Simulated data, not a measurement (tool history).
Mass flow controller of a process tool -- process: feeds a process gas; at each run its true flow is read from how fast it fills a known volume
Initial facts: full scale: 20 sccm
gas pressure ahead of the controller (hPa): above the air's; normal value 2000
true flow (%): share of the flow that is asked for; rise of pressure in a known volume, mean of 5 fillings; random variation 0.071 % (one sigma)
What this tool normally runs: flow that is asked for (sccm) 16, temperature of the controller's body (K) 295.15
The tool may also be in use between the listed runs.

run    hour  flow that is asked for (sccm)  gas pressure ahead of the controller (hPa)  temperature of the controller's body (K)  true flow (%)
  1       0                             16                                        2000                                    295.15          98.46
  2   111.2                             16                                        2000                                    295.15           98.3
  3     367                             16                                        2000                                    295.15          98.24
  4   561.7                             16                                        2000                                    295.15          98.32
  5   690.2                             16                                        2000                                    295.15          98.38
  6   953.5                             16                                        2000                                    309.15          98.01
  7  1157.7                             16                                        2000                                    309.15          97.97
  8  1357.3                             16                                        2000                                    309.15          98.02
  9  1588.2                             16                                        2000                                    309.15             98
 10  1817.6                             16                                        1440                                    295.15          98.56
 11  2080.7                             16                                        1440                                    295.15          98.44
 12  2242.8                             11                                        2000                                    295.15          97.16
 13  2436.2                              3                                        2000                                    295.15          91.86
 14  2690.2                             16                                        2000                                    295.15          98.17
 15  2842.8                             16                                        2320                                    295.15          97.84
 16  3023.9                             16                                        2320                                    295.15          97.98
 17  3134.5                             16                                        2320                                    295.15          97.84
 18  3358.1                             16                                        2320                                    295.15          97.88
 19  3619.9                             16                                        2000                                    295.15          98.03
 20  3856.4                             16                                        1600                                    295.15          98.31
 21  4042.9                             16                                        1600                                    295.15           98.2
 22  4287.4                             16                                        1600                                    295.15          98.14
 23  4431.5                              4                                        1490                                    295.15          92.93
 24  4676.8                              4                                        1630                                    310.15          92.46
 25  4936.7                             11                                        2550                                    295.15           96.1
 26  5083.1                              2                                        2000                                    304.15          87.08
 27  5195.4                              2                                        1700                                    304.15          87.25
 28  5340.5                              5                                        2220                                    298.15          93.24
 29  5586.8                              5                                        2220                                    298.15          93.17
 30  5722.8                              5                                        2220                                    298.15          93.05
 31  5987.6                              5                                        1460                                    296.15          93.44
     6026.3  -- controller's zero set anew
 32  6132.2                              4                                        1730                                    295.15          97.27
 33  6274.6                              4                                        2000                                    304.15          96.84
 34  6476.8                             16                                        1610                                    295.15          99.15
 35  6729.9                              3                                        2690                                    300.15          96.12
 36  6979.6                              3                                        2690                                    300.15          95.97
 37  7207.4                              7                                        1460                                    300.15          97.46
 38  7475.4                              2                                        1850                                    301.15          95.75
 39  7738.7                             15                                        2740                                    301.15           98.1
 40  7934.7                             18                                        2000                                    309.15          98.76
 41  8049.3                             12                                        1660                                    297.15          98.16
 42  8214.3                             16                                        2000                                    295.15          98.61

Alternative continuations, all from the tool just after run 42; predict every row:
  A  8415.7                             15                                        2000                                    295.15              ?
  B  8415.7                             16                                        1530                                    295.15              ?
  C  8415.7                              5                                        2130                                    303.15              ?
  D  8415.7                              9                                        1940                                    294.15              ?

run  true flow (%)
  A          98.55
  B          98.93
  C          96.35
  D          97.49
The same runs, with their run-to-run variation unchanged, on a tool lacking any hidden condition would have given:
run  true flow (%)
  A          99.31
  B          99.67
  C          97.57
  D          98.41
